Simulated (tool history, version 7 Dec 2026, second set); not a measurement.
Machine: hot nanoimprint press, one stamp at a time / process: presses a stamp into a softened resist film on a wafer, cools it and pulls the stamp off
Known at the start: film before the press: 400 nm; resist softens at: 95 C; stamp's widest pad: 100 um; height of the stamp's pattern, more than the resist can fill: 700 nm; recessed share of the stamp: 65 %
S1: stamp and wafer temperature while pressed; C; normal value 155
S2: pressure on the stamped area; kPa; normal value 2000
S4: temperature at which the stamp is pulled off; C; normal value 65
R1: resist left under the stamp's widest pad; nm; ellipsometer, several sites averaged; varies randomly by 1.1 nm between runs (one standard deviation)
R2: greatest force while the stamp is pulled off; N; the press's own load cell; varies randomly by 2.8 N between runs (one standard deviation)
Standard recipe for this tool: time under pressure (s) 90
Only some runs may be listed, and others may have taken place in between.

{"run": 1, "day": 0.0, "S1": 155, "S2": 2000, "time under pressure (s)": 90, "S4": 65, "R1": 156, "R2": 130}
{"run": 2, "day": 2.029, "S1": 149, "S2": 2000, "time under pressure (s)": 90, "S4": 65, "R1": 196.3, "R2": 130}
{"run": 3, "day": 4.888, "S1": 149, "S2": 2000, "time under pressure (s)": 90, "S4": 65, "R1": 192.7, "R2": 133}
{"run": 4, "day": 6.488, "S1": 149, "S2": 2000, "time under pressure (s)": 90, "S4": 65, "R1": 196.9, "R2": 136}
{"run": 5, "day": 9.758, "S1": 149, "S2": 2000, "time under pressure (s)": 90, "S4": 65, "R1": 197.1, "R2": 131}
{"run": 6, "day": 12.904, "S1": 149, "S2": 2000, "time under pressure (s)": 90, "S4": 65, "R1": 193.6, "R2": 133}
{"day": 15.267, "done": "stamp cleaned and given a new release coat"}
{"run": 7, "day": 15.562, "S1": 155, "S2": 2000, "time under pressure (s)": 90, "S4": 65, "R1": 155.5, "R2": 132}
{"run": 8, "day": 18.346, "S1": 155, "S2": 2000, "time under pressure (s)": 90, "S4": 65, "R1": 154.9, "R2": 134}
{"run": 9, "day": 21.021, "S1": 159, "S2": 2000, "time under pressure (s)": 90, "S4": 65, "R1": 134.2, "R2": 132}
{"run": 10, "day": 24.029, "S1": 159, "S2": 2000, "time under pressure (s)": 90, "S4": 65, "R1": 133.8, "R2": 129}
{"day": 25.338, "done": "plate thermocouple calibrated"}
{"run": 11, "day": 26.412, "S1": 159, "S2": 2000, "time under pressure (s)": 90, "S4": 65, "R1": 133.8, "R2": 135}
{"run": 12, "day": 28.371, "S1": 165, "S2": 2000, "time under pressure (s)": 90, "S4": 65, "R1": 107.1, "R2": 132}
{"run": 13, "day": 30.058, "S1": 155, "S2": 2000, "time under pressure (s)": 90, "S4": 65, "R1": 155.1, "R2": 128}
{"day": 30.629, "done": "stamp cleaned and given a new release coat"}
{"day": 31.567, "done": "press's hydraulic seals changed and the load cell set to zero"}
{"run": 14, "day": 34.304, "S1": 155, "S2": 2000, "time under pressure (s)": 90, "S4": 53, "R1": 155, "R2": 174}
{"run": 15, "day": 36.304, "S1": 155, "S2": 2000, "time under pressure (s)": 90, "S4": 53, "R1": 155.6, "R2": 170}
{"run": 16, "day": 38.488, "S1": 155, "S2": 2000, "time under pressure (s)": 46, "S4": 56, "R1": 195.3, "R2": 156}
{"run": 17, "day": 40.117, "S1": 155, "S2": 2000, "time under pressure (s)": 46, "S4": 56, "R1": 194.9, "R2": 161}
{"run": 18, "day": 42.354, "S1": 158, "S2": 2220, "time under pressure (s)": 72, "S4": 65, "R1": 142.5, "R2": 135}
{"run": 19, "day": 44.775, "S1": 158, "S2": 2220, "time under pressure (s)": 72, "S4": 65, "R1": 143, "R2": 130}
{"day": 46.338, "done": "stamp cleaned and given a new release coat"}
{"run": 20, "day": 46.675, "S1": 155, "S2": 1780, "time under pressure (s)": 90, "S4": 57, "R1": 165.7, "R2": 155}
{"run": 21, "day": 50.221, "S1": 155, "S2": 1780, "time under pressure (s)": 90, "S4": 57, "R1": 163.7, "R2": 159}
{"run": 22, "day": 52.796, "S1": 155, "S2": 1780, "time under pressure (s)": 90, "S4": 57, "R1": 165.1, "R2": 153}
{"run": 23, "day": 54.933, "S1": 147, "S2": 1330, "time under pressure (s)": 90, "S4": 57, "R1": 253, "R2": 161}
{"run": 24, "day": 56.579, "S1": 147, "S2": 1330, "time under pressure (s)": 90, "S4": 57, "R1": 255, "R2": 160}
{"run": 25, "day": 60.483, "S1": 147, "S2": 1330, "time under pressure (s)": 90, "S4": 57, "R1": 255.5, "R2": 156}

Run 26, settings as shown, results not yet in. Your forecast:
{"day": 61.679, "done": "stamp cleaned and given a new release coat"}
{"day": 62.117, "done": "plate thermocouple calibrated"}
{"run": 26, "day": 63.788, "S1": 153, "S2": 2610, "time under pressure (s)": 74, "S4": 73, "R1": "?", "R2": "?"}

{"run 26": {"R1": 157.2, "R2": 107}}
Take away the tool's hidden state, keep the run-to-run variation as it was, and the same run would have given R1 157.2 nm, R2 107 N.
